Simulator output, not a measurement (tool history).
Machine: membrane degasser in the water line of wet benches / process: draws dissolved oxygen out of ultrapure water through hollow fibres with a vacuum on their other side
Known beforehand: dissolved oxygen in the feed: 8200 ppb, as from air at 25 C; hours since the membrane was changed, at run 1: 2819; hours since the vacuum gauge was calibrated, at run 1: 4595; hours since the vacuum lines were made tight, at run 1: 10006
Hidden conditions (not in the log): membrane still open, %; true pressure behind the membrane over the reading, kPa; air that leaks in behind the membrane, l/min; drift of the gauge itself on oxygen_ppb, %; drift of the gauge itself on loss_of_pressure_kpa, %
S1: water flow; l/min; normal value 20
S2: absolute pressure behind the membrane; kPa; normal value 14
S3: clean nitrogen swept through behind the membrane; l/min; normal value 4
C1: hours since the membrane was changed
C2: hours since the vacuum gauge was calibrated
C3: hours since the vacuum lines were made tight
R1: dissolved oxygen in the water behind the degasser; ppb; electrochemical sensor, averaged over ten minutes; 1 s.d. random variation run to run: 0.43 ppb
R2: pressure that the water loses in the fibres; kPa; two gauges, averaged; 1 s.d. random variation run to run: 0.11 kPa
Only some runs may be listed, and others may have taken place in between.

run    hour  S1    S2    S3    C1    C2     C3     R1     R2
  1       0  20    14     4  2819  4595  10006  139.8  40.93
  2    51.8  20   8.5     4  2871  4647  10058   72.4  41.05
  3    87.9  20    14     4  2907  4683  10094  140.2  40.84
  4   128.3  20    14     4  2948  4723  10134  140.4     41
  5   196.5  20    14     4  3016  4791  10202  139.5  41.14
  6   255.2  20  20.5     4  3075  4850  10261  219.2  40.92
  7     303  21    14     4  3122  4898  10309  148.1  43.19
  8   360.1  22    14     4  3180  4955  10366  155.5   45.3
  9   432.5  22    14     4  3252  5027  10438  156.2  45.12
 10   507.5  28  10.8  6.75  3327  5102  10513  107.8  57.34
 11   553.7  26  15.8  2.29  3373  5149  10560  352.4  53.51
 12   638.9  26  15.8  2.29  3458  5234  10645  352.8   53.2
 13   689.6  17    14  5.64  3509  5285  10695     86  35.19
 14   739.9  24   9.5     4  3559  5335  10746    108  49.47
 15   812.1  24  16.4  4.91  3632  5407  10818  173.4  49.29
 16   866.2  24  16.4  4.91  3686  5461  10872  173.1  49.27
 17   942.7  22  16.4  2.91  3762  5538  10949  250.9  45.28
 18  1020.3  16   9.8  2.91  3840  5615  11026   94.8  32.86

Alternative continuations, all from the tool just after run 18; predict every row:
  A  1096  16   14  1.71  3915  5691  11102   ?   ?
  B  1096  15   25  4.66  3915  5691  11102   ?   ?
  C  1096  25  9.8  3.51  3915  5691  11102   ?   ?
  D  1096  16   24  2.91  3915  5691  11102   ?   ?

run     R1     R2
  A  249.1  32.73
  B    181  30.93
  C  133.9  51.51
  D  284.3  32.91
The same runs, with their run-to-run variation unchanged, on a tool lacking any hidden condition would have given:
run     R1     R2
  A  235.5   32.4
  B  170.8  30.63
  C  126.4     51
  D  269.8  32.58
